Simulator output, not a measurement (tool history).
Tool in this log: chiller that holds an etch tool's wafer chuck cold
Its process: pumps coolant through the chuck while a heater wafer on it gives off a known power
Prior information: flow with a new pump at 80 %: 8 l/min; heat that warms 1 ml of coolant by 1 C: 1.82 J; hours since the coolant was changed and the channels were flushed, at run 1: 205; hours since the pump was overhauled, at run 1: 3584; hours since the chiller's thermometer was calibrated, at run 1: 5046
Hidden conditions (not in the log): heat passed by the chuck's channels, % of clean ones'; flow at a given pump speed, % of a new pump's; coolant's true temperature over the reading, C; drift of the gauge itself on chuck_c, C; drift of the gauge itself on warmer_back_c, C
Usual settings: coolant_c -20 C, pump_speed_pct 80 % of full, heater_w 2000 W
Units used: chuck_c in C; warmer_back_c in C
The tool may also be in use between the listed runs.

| run | hour | coolant_c | pump_speed_pct | heater_w | hours since the coolant was changed and the channels were flushed | hours since the pump was overhauled | hours since the chiller's thermometer was calibrated | chuck_c | warmer_back_c |
|---|---|---|---|---|---|---|---|---|---|
| 1 | 0 | -20 | 80 | 2000 | 205 | 3584 | 5046 | -4 | 8.49 |
| 2 | 88.2 | -20 | 80 | 2000 | 293 | 3672 | 5134 | -3.7 | 8.54 |
| 3 | 152.6 | -20 | 80 | 2000 | 358 | 3737 | 5199 | -3.9 | 8.5 |
| 4 | 219.8 | -20 | 80 | 2000 | 425 | 3804 | 5266 | -4 | 8.57 |
| 5 | 285.4 | -20 | 80 | 2000 | 490 | 3870 | 5332 | -3.9 | 8.5 |
| 6 | 345.8 | -20 | 80 | 2000 | 551 | 3930 | 5392 | -3.8 | 8.54 |
|  | 392.6 | chiller's thermometer calibrated |
| 7 | 394.4 | -20 | 80 | 2129 | 598 | 3978 | 2 | -3 | 9.12 |
| 8 | 450.3 | -20 | 80 | 2129 | 654 | 4033 | 58 | -3 | 9.19 |
| 9 | 494.5 | -20 | 80 | 2129 | 699 | 4078 | 102 | -3 | 9.17 |
| 10 | 543.9 | -20 | 80 | 1259 | 748 | 4127 | 151 | -10 | 5.39 |
| 11 | 610 | -20 | 99 | 2000 | 814 | 4193 | 217 | -6.3 | 6.95 |
| 12 | 656.8 | -20 | 99 | 2000 | 861 | 4240 | 264 | -6.4 | 6.96 |
| 13 | 749.3 | -20 | 99 | 2000 | 953 | 4332 | 357 | -6.4 | 6.97 |
| 14 | 818 | -20 | 99 | 2000 | 1022 | 4401 | 425 | -6 | 6.94 |
| 15 | 890.7 | -18 | 80 | 2000 | 1095 | 4474 | 498 | -1.6 | 8.62 |
| 16 | 960.9 | -29 | 80 | 2000 | 1165 | 4544 | 568 | -12.7 | 8.66 |
| 17 | 1004.4 | -29 | 88 | 2843 | 1208 | 4588 | 612 | -7.5 | 11.13 |
| 18 | 1068.2 | -29 | 88 | 2843 | 1272 | 4651 | 676 | -7.2 | 11.08 |
| 19 | 1154.8 | -15 | 61 | 1405 | 1359 | 4738 | 762 | -0.8 | 7.96 |
| 20 | 1242.4 | -15 | 61 | 1405 | 1446 | 4826 | 850 | -0.8 | 7.97 |
| 21 | 1333.5 | -15 | 61 | 1405 | 1538 | 4917 | 941 | -0.8 | 7.96 |
| 22 | 1400.1 | -15 | 61 | 1405 | 1604 | 4983 | 1008 | -0.6 | 7.98 |
| 23 | 1492.4 | -15 | 61 | 1405 | 1696 | 5076 | 1100 | -0.5 | 7.94 |
| 24 | 1583.3 | -20 | 67 | 1316 | 1787 | 5166 | 1191 | -7.5 | 6.81 |
| 25 | 1648.6 | -20 | 80 | 1682 | 1853 | 5232 | 1256 | -5.9 | 7.3 |
| 26 | 1728.1 | -23 | 86 | 1682 | 1932 | 5311 | 1335 | -9.5 | 6.8 |
| 27 | 1784 | -13 | 80 | 2000 | 1988 | 5367 | 1391 | 3.7 | 8.72 |
| 28 | 1872.2 | -15 | 80 | 2949 | 2076 | 5455 | 1480 | 9.9 | 12.89 |
| 29 | 1915.9 | -20 | 61 | 2000 | 2120 | 5499 | 1523 | 0.7 | 11.46 |
| 30 | 1992.6 | -20 | 61 | 2000 | 2197 | 5576 | 1600 | 0.7 | 11.47 |
| 31 | 2033.2 | -22 | 93 | 2000 | 2237 | 5616 | 1641 | -6.8 | 7.51 |

Take each entry between the runs: how does the hidden state at the last listed run before it differ from the hidden state at the first listed run after it?
After run 6, before run 7: chiller's thermometer calibrated (hour 392.6)
  heat passed by the chuck's channels, % of clean ones': 97.8 -> 97.6; coolant's true temperature over the reading, C: 0.38 -> 0.02
  the result without the hidden state subtracted from the measured one, chuck_c: +1.1 -> +0.8 C; warmer_back_c: +0.34 -> +0.36 C
